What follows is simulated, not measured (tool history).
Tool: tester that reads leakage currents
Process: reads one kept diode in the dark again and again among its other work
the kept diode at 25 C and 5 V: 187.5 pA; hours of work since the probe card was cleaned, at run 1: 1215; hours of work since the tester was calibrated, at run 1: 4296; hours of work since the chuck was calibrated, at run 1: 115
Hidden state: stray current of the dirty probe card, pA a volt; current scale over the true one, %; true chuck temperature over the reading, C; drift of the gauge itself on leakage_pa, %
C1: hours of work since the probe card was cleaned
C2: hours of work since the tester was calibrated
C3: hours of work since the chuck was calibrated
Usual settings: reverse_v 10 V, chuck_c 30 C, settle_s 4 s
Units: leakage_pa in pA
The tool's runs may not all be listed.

Run 1, hour 0: usual settings; C1 1215; C2 4296; C3 115. Result: leakage_pa 371.03 pA.
Run 2, hour 103.4: usual settings but chuck_c 54 C; C1 1294; C2 4375; C3 194. Result: leakage_pa 1875.56 pA.
Run 3, hour 267.3: usual settings; C1 1419; C2 4500; C3 319. Result: leakage_pa 369.83 pA.
Run 4, hour 396.6: usual settings; C1 1517; C2 4598; C3 418. Result: leakage_pa 370.13 pA.
At hour 565.5: probe card cleaned and baked.
Run 5, hour 586.3: usual settings but settle_s 1.13 s; C1 16; C2 4740; C3 560. Result: leakage_pa 370.51 pA.
Run 6, hour 781.3: usual settings but chuck_c 45 C, settle_s 1.13 s; C1 164; C2 4889; C3 708. Result: leakage_pa 1051.18 pA.
At hour 967: chuck's temperature calibrated.
Run 7, hour 967: usual settings but chuck_c 45 C, settle_s 1.13 s; C1 304; C2 5029; C3 0. Result: leakage_pa 1052.21 pA.
Run 8, hour 1064.7: usual settings but chuck_c 45 C, settle_s 1.13 s; C1 379; C2 5103; C3 74. Result: leakage_pa 1049.39 pA.
Run 9, hour 1192.5: usual settings but chuck_c 45 C, settle_s 1.13 s; C1 476; C2 5201; C3 172. Result: leakage_pa 1053.52 pA.
At hour 1306.7: tester calibrated.
Run 10, hour 1338.2: usual settings but chuck_c 45 C, settle_s 1.13 s; C1 586; C2 24; C3 281. Result: leakage_pa 1050.09 pA.
Run 11, hour 1449.4: usual settings but chuck_c 45 C, settle_s 1.13 s; C1 670; C2 109; C3 366. Result: leakage_pa 1050.03 pA.
Run 12, hour 1619: usual settings but chuck_c 45 C, settle_s 1.13 s; C1 800; C2 238; C3 495. Result: leakage_pa 1049.25 pA.
Run 13, hour 1811.5: usual settings; C1 946; C2 385; C3 642. Result: leakage_pa 369.33 pA.
Run 14, hour 1957.7: usual settings but reverse_v 1.6 V, chuck_c 28 C, settle_s 1.04 s; C1 1058; C2 496; C3 753. Result: leakage_pa 141.94 pA.
At hour 2087.3: chuck's temperature calibrated.
Run 15, hour 2098.9: usual settings but reverse_v 1.6 V, chuck_c 44 C, settle_s 1.04 s; C1 1164; C2 602; C3 9. Result: leakage_pa 434.43 pA.
Run 16, hour 2272.7: usual settings but reverse_v 15.2 V, chuck_c 46 C, settle_s 0.33 s; C1 1296; C2 734; C3 141. Result: leakage_pa 1355.5 pA.
Run 17, hour 2426.9: usual settings but reverse_v 15.2 V, chuck_c 51 C, settle_s 3.06 s; C1 1414; C2 852; C3 259. Result: leakage_pa 1862.71 pA.
Run 18, hour 2538.3: usual settings but reverse_v 15.2 V, chuck_c 51 C, settle_s 3.06 s; C1 1498; C2 937; C3 344. Result: leakage_pa 1868.76 pA.
At hour 2734.2: probe card cleaned and baked.
Run 19, hour 2744: usual settings but reverse_v 15.2 V, chuck_c 51 C, settle_s 3.06 s; C1 7; C2 1091; C3 498. Result: leakage_pa 1868.9 pA.
Run 20, hour 2830: usual settings but reverse_v 4.7 V, settle_s 4.7 s; C1 73; C2 1157; C3 564. Result: leakage_pa 264.05 pA.
Run 21, hour 2988.8: usual settings but reverse_v 5.9 V, chuck_c 28 C, settle_s 0.56 s; C1 194; C2 1278; C3 685. Result: leakage_pa 251.48 pA.
Run 22, hour 3086.5: usual settings but reverse_v 1.6 V; C1 268; C2 1352; C3 759. Result: leakage_pa 163.18 pA.
At hour 3210.8: chuck's temperature calibrated.
Run 23, hour 3236.1: usual settings but reverse_v 1.8 V, settle_s 1.66 s; C1 381; C2 1465; C3 19. Result: leakage_pa 172.81 pA.
Run 24, hour 3413.8: usual settings but reverse_v 13.6 V, chuck_c 22 C, settle_s 0.6 s; C1 516; C2 1600; C3 155. Result: leakage_pa 233.78 pA.
Run 25, hour 3516: usual settings but reverse_v 13.6 V, chuck_c 22 C, settle_s 0.6 s; C1 594; C2 1678; C3 232. Result: leakage_pa 232.92 pA.

Forecast each of these 4 alternatives for the next run:
Run A, hour 3619.7: usual settings but reverse_v 2.1 V, chuck_c 22 C, settle_s 0.6 s; C1 673; C2 1757; C3 311. Result: leakage_pa ?.
Run B, hour 3619.7: usual settings but reverse_v 13.6 V, chuck_c 22 C, settle_s 0.44 s; C1 673; C2 1757; C3 311. Result: leakage_pa ?.
Run C, hour 3619.7: usual settings but reverse_v 3.3 V, chuck_c 47 C, settle_s 1.6 s; C1 673; C2 1757; C3 311. Result: leakage_pa ?.
Run D, hour 3619.7: usual settings but reverse_v 3.4 V, chuck_c 22 C, settle_s 1.3 s; C1 673; C2 1757; C3 311. Result: leakage_pa ?.

run  leakage_pa
  A      101.57
  B      234.32
  C      732.93
  D      125.47
Without the tool's hidden state the same runs would have given:
run  leakage_pa
  A       101.6
  B      234.31
  C       733.2
  D       125.5
